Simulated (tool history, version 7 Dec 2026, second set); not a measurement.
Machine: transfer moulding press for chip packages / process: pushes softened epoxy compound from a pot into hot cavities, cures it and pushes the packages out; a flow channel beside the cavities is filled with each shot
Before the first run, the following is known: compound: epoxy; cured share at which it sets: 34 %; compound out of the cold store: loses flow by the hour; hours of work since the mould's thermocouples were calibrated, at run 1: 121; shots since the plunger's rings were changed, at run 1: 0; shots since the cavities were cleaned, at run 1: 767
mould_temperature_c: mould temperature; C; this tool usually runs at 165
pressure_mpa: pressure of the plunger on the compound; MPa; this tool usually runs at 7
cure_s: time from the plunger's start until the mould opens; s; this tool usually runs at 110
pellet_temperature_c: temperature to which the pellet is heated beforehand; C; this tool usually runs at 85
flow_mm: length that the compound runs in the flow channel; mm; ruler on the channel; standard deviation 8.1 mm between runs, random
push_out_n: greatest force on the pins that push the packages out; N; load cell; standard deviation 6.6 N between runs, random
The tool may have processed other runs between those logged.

run    day  mould_temperature_c  pressure_mpa  cure_s  pellet_temperature_c  hours of work since the mould's thermocouples were calibrated  shots since the plunger's rings were changed  shots since the cavities were cleaned  incoming compound's hours out of the cold store  flow_mm  push_out_n
  1      0                  165             7     110                    85                                                            121                                             0                                    767                                             18.8      957         263
  2  0.379                  165          7.34     110                    85                                                            128                                           111                                    878                                             36.4      923         268
  3  0.621                  165          6.46     110                    85                                                            132                                           183                                    950                                             42.4      852         261
  4  0.888                  165          6.46     110                    85                                                            137                                           261                                   1028                                             19.1      937         269
  5  1.204                  165             7     110                    85                                                            142                                           355                                   1122                                             24.3      939         261
     1.408  -- cavities cleaned with cleaning compound and waxed
  6  1.483                  165             7     110                    78                                                            146                                           418                                     22                                             41.5      882         258
  7  1.796                  165             7     110                    78                                                            152                                           509                                    113                                              8.3      995         258
  8    2.1                  165             7     110                    78                                                            157                                           599                                    203                                             41.8      897         271
  9  2.396                  165             7     110                    78                                                            163                                           686                                    290                                             40.5      895         271
 10  2.658                  165             7     110                    78                                                            167                                           763                                    367                                             47.8      873         261
 11  2.992                  165             7     110                    78                                                            173                                           860                                    464                                             10.6      993         271
 12  3.304                  165             7     110                    78                                                            179                                           952                                    556                                             25.9      910         255
 13  3.646                  165          8.72     110                    78                                                            185                                          1053                                    657                                              9.8     1116         274
 14  3.854                  165          6.18     108                    78                                                            189                                          1114                                    718                                             27.1      881         265
 15   4.05                  159          6.44      95                    83                                                            192                                          1172                                    776                                             25.5      926         533
 16  4.417                  159           6.5      95                    80                                                            199                                          1280                                    884                                             28.6      918         525
 17  4.725                  162          8.24     112                    85                                                            204                                          1370                                    974                                               33     1021         298
 18  4.938                  162          8.24     106                    85                                                            208                                          1432                                   1036                                             43.4      981         311
 19  5.271                  158             7     114                    85                                                            214                                          1531                                   1135                                             16.1      990         396
     5.421  -- cavities cleaned with cleaning compound and waxed
 20  5.721                  158             7     114                    85                                                            221                                          1644                                     87                                             23.5      971         363
 21  5.908                  158             7     114                    85                                                            224                                          1699                                    142                                             19.2      999         387
 22  6.142                  158             7     114                    85                                                            229                                          1769                                    212                                             46.1      892         365

For run 23, what comes out?
 23  6.529                  162             7     110                    92                                                            236                                          1882                                    325                                             30.6        ?           ?

Run 23 came out at flow_mm 933 mm, push_out_n 290 N.
The same run, on a tool lacking any hidden state, would have yielded flow_mm 934 mm, push_out_n 288 N.
